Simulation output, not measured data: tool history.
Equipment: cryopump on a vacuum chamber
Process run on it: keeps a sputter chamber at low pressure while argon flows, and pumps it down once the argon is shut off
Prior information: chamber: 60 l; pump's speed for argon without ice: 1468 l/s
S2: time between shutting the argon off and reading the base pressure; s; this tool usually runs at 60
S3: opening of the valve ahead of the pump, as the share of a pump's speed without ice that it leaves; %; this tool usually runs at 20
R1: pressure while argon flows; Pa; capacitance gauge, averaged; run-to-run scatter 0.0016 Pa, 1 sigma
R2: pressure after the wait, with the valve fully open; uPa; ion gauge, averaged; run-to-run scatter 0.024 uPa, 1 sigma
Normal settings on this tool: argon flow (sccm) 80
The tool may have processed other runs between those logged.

run 1 hour=0.0 | argon_flow_(sccm)=80 S2=60 S3=20 | R1=0.4654 R2=1.94
run 2 hour=8.2 | argon_flow_(sccm)=80 S2=60 S3=22 | R1=0.4239 R2=2.02
run 3 hour=24.0 | argon_flow_(sccm)=80 S2=112 S3=20 | R1=0.4661 R2=1.68
run 4 hour=39.4 | argon_flow_(sccm)=80 S2=60 S3=20 | R1=0.4647 R2=1.99
run 5 hour=57.8 | argon_flow_(sccm)=80 S2=77 S3=20 | R1=0.4651 R2=1.87
run 6 hour=70.7 | argon_flow_(sccm)=41 S2=60 S3=20 | R1=0.2391 R2=2.03
run 7 hour=82.3 | argon_flow_(sccm)=86 S2=60 S3=54 | R1=0.1899 R2=2.02
run 8 hour=93.9 | argon_flow_(sccm)=80 S2=92 S3=18 | R1=0.5197 R2=1.82
run 9 hour=111.6 | argon_flow_(sccm)=80 S2=204 S3=18 | R1=0.5174 R2=1.63
run 10 hour=125.7 | argon_flow_(sccm)=148 S2=26 S3=38 | R1=0.4607 R2=2.94
run 11 hour=134.2 | argon_flow_(sccm)=104 S2=294 S3=37 | R1=0.3338 R2=1.57
run 12 hour=148.9 | argon_flow_(sccm)=104 S2=294 S3=37 | R1=0.3341 R2=1.58

4 ways to go on from here, each from the tool as it stands after run 12. What would each give?
run A hour=159.0 | argon_flow_(sccm)=104 S2=144 S3=38 | R1=? R2=?
run B hour=159.0 | argon_flow_(sccm)=104 S2=25 S3=37 | R1=? R2=?
run C hour=159.0 | argon_flow_(sccm)=47 S2=60 S3=20 | R1=? R2=?
run D hour=159.0 | argon_flow_(sccm)=80 S2=28 S3=20 | R1=? R2=?

run=A R1=0.3253 R2=1.72
run=B R1=0.3343 R2=3.04
run=C R1=0.2767 R2=2.14
run=D R1=0.4697 R2=2.92
Without the tool's unlogged condition, the same runs would have read:
run=A R1=0.3149 R2=0.47
run=B R1=0.3240 R2=1.77
run=C R1=0.2720 R2=0.86
run=D R1=0.4617 R2=1.63
